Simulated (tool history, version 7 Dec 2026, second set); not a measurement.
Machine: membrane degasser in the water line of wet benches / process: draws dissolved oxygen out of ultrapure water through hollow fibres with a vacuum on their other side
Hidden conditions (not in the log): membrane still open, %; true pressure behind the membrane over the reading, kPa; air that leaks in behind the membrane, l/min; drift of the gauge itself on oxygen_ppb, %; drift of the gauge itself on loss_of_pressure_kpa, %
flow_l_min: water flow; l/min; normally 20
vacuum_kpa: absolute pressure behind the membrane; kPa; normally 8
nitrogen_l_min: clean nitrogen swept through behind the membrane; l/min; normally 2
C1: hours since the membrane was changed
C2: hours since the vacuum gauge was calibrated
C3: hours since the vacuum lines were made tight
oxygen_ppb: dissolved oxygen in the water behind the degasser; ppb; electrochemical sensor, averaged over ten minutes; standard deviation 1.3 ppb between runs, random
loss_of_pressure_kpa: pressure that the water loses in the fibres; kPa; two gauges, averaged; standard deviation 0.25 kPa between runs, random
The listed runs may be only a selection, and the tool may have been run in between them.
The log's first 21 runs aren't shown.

{"run": 22, "hour": 1242.1, "flow_l_min": 19, "vacuum_kpa": 5.49, "nitrogen_l_min": 1.83, "C1": 4680, "C2": 2027, "C3": 923, "oxygen_ppb": 71.4, "loss_of_pressure_kpa": 63.9}
{"run": 23, "hour": 1290.0, "flow_l_min": 18, "vacuum_kpa": 5.11, "nitrogen_l_min": 2, "C1": 4728, "C2": 2075, "C3": 971, "oxygen_ppb": 53.4, "loss_of_pressure_kpa": 60.59}
{"run": 24, "hour": 1336.5, "flow_l_min": 14, "vacuum_kpa": 5.11, "nitrogen_l_min": 2.1, "C1": 4774, "C2": 2122, "C3": 1017, "oxygen_ppb": 37, "loss_of_pressure_kpa": 47.15}
{"run": 25, "hour": 1410.9, "flow_l_min": 13, "vacuum_kpa": 8, "nitrogen_l_min": 5.81, "C1": 4849, "C2": 2196, "C3": 1092, "oxygen_ppb": 31.4, "loss_of_pressure_kpa": 43.89}
{"run": 26, "hour": 1483.3, "flow_l_min": 27, "vacuum_kpa": 8, "nitrogen_l_min": 2.34, "C1": 4921, "C2": 2268, "C3": 1164, "oxygen_ppb": 163.4, "loss_of_pressure_kpa": 91.59}
{"run": 27, "hour": 1570.4, "flow_l_min": 20, "vacuum_kpa": 16.56, "nitrogen_l_min": 1.48, "C1": 5008, "C2": 2356, "C3": 1251, "oxygen_ppb": 421.9, "loss_of_pressure_kpa": 67.55}
{"run": 28, "hour": 1635.3, "flow_l_min": 25, "vacuum_kpa": 16.56, "nitrogen_l_min": 1.48, "C1": 5073, "C2": 2420, "C3": 1316, "oxygen_ppb": 514.1, "loss_of_pressure_kpa": 84.56}
{"run": 29, "hour": 1684.4, "flow_l_min": 25, "vacuum_kpa": 16.56, "nitrogen_l_min": 1.48, "C1": 5122, "C2": 2469, "C3": 1365, "oxygen_ppb": 509, "loss_of_pressure_kpa": 84.29}
{"run": 30, "hour": 1739.8, "flow_l_min": 25, "vacuum_kpa": 16.56, "nitrogen_l_min": 1.48, "C1": 5178, "C2": 2525, "C3": 1421, "oxygen_ppb": 520.8, "loss_of_pressure_kpa": 84.95}
{"run": 31, "hour": 1811.2, "flow_l_min": 24, "vacuum_kpa": 7.31, "nitrogen_l_min": 0.87, "C1": 5249, "C2": 2596, "C3": 1492, "oxygen_ppb": 265.4, "loss_of_pressure_kpa": 82.06}

Each row is a separate what-if for the run after 31, all from the same tool condition, not one after another. Results?
{"run": "A", "hour": 1875.1, "flow_l_min": 20, "vacuum_kpa": 9.2, "nitrogen_l_min": 2, "C1": 5313, "C2": 2660, "C3": 1556, "oxygen_ppb": "?", "loss_of_pressure_kpa": "?"}
{"run": "B", "hour": 1875.1, "flow_l_min": 14, "vacuum_kpa": 8, "nitrogen_l_min": 2.32, "C1": 5313, "C2": 2660, "C3": 1556, "oxygen_ppb": "?", "loss_of_pressure_kpa": "?"}
{"run": "C", "hour": 1875.1, "flow_l_min": 28, "vacuum_kpa": 16.36, "nitrogen_l_min": 4.26, "C1": 5313, "C2": 2660, "C3": 1556, "oxygen_ppb": "?", "loss_of_pressure_kpa": "?"}
{"run": "D", "hour": 1875.1, "flow_l_min": 30, "vacuum_kpa": 7.31, "nitrogen_l_min": 3.72, "C1": 5313, "C2": 2660, "C3": 1556, "oxygen_ppb": "?", "loss_of_pressure_kpa": "?"}
{"run": "E", "hour": 1875.1, "flow_l_min": 24, "vacuum_kpa": 5.56, "nitrogen_l_min": 2.47, "C1": 5313, "C2": 2660, "C3": 1556, "oxygen_ppb": "?", "loss_of_pressure_kpa": "?"}

run=A oxygen_ppb=159.5 loss_of_pressure_kpa=68.33
run=B oxygen_ppb=77.9 loss_of_pressure_kpa=47.63
run=C oxygen_ppb=245.1 loss_of_pressure_kpa=94.9
run=D oxygen_ppb=126.7 loss_of_pressure_kpa=101.9
run=E oxygen_ppb=82.6 loss_of_pressure_kpa=81.31
The same runs, with their run-to-run variation unchanged, on a tool lacking any hidden condition would have given:
run=A oxygen_ppb=155 loss_of_pressure_kpa=66.94
run=B oxygen_ppb=75.4 loss_of_pressure_kpa=46.67
run=C oxygen_ppb=239.2 loss_of_pressure_kpa=92.97
run=D oxygen_ppb=120.1 loss_of_pressure_kpa=99.84
run=E oxygen_ppb=77.4 loss_of_pressure_kpa=79.66
